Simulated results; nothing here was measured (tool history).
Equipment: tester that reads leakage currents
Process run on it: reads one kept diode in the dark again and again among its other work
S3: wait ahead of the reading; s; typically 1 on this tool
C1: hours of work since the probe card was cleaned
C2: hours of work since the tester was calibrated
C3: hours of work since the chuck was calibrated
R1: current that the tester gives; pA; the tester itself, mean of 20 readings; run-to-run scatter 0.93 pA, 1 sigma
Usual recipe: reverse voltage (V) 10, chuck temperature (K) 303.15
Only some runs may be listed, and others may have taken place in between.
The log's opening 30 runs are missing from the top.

{"run": 31, "hour": 5608.9, "reverse voltage (V)": 1.3, "chuck temperature (K)": 321.15, "S3": 0.45, "C1": 2460, "C2": 1628, "C3": 693, "R1": 660.39}
{"run": 32, "hour": 5732.4, "reverse voltage (V)": 7, "chuck temperature (K)": 298.15, "S3": 1.78, "C1": 2542, "C2": 1709, "C3": 774, "R1": 190.35}
{"run": 33, "hour": 5855.5, "reverse voltage (V)": 7, "chuck temperature (K)": 308.15, "S3": 1.78, "C1": 2623, "C2": 1790, "C3": 856, "R1": 469.49}
{"run": 34, "hour": 6050.9, "reverse voltage (V)": 7, "chuck temperature (K)": 308.15, "S3": 0.44, "C1": 2752, "C2": 1919, "C3": 985, "R1": 477.58}
{"hour": 6229.5, "done": "chuck's temperature calibrated"}
{"run": 35, "hour": 6300.7, "reverse voltage (V)": 7, "chuck temperature (K)": 332.15, "S3": 0.44, "C1": 2916, "C2": 2083, "C3": 47, "R1": 3190.11}
{"run": 36, "hour": 6489.1, "reverse voltage (V)": 2, "chuck temperature (K)": 330.15, "S3": 1.17, "C1": 3040, "C2": 2207, "C3": 171, "R1": 1590.3}
{"run": 37, "hour": 6608.2, "reverse voltage (V)": 2, "chuck temperature (K)": 330.15, "S3": 1.17, "C1": 3118, "C2": 2286, "C3": 250, "R1": 1593.26}
{"run": 38, "hour": 6858.1, "reverse voltage (V)": 2, "chuck temperature (K)": 330.15, "S3": 1.17, "C1": 3283, "C2": 2451, "C3": 415, "R1": 1632.02}
{"hour": 7046.2, "done": "probe card cleaned and baked"}
{"run": 39, "hour": 7071.3, "reverse voltage (V)": 7.6, "chuck temperature (K)": 302.15, "S3": 1, "C1": 17, "C2": 2590, "C3": 554, "R1": 266.82}

Below are 4 alternative next runs, each starting from the tool's condition after run 39. Predict each:
{"run": "A", "hour": 7265.3, "reverse voltage (V)": 3.6, "chuck temperature (K)": 314.15, "S3": 1, "C1": 145, "C2": 2718, "C3": 682, "R1": "?"}
{"run": "B", "hour": 7265.3, "reverse voltage (V)": 7.2, "chuck temperature (K)": 302.15, "S3": 1, "C1": 145, "C2": 2718, "C3": 682, "R1": "?"}
{"run": "C", "hour": 7265.3, "reverse voltage (V)": 7.6, "chuck temperature (K)": 302.15, "S3": 2.64, "C1": 145, "C2": 2718, "C3": 682, "R1": "?"}
{"run": "D", "hour": 7265.3, "reverse voltage (V)": 10, "chuck temperature (K)": 328.15, "S3": 1, "C1": 145, "C2": 2718, "C3": 682, "R1": "?"}

run=A R1=576
run=B R1=266.1
run=C R1=272.24
run=D R1=2912.92
Take away the tool's hidden state, keep each run's random variation, and the runs would have read:
run=A R1=531.92
run=B R1=243.55
run=C R1=249.08
run=D R1=2710.11
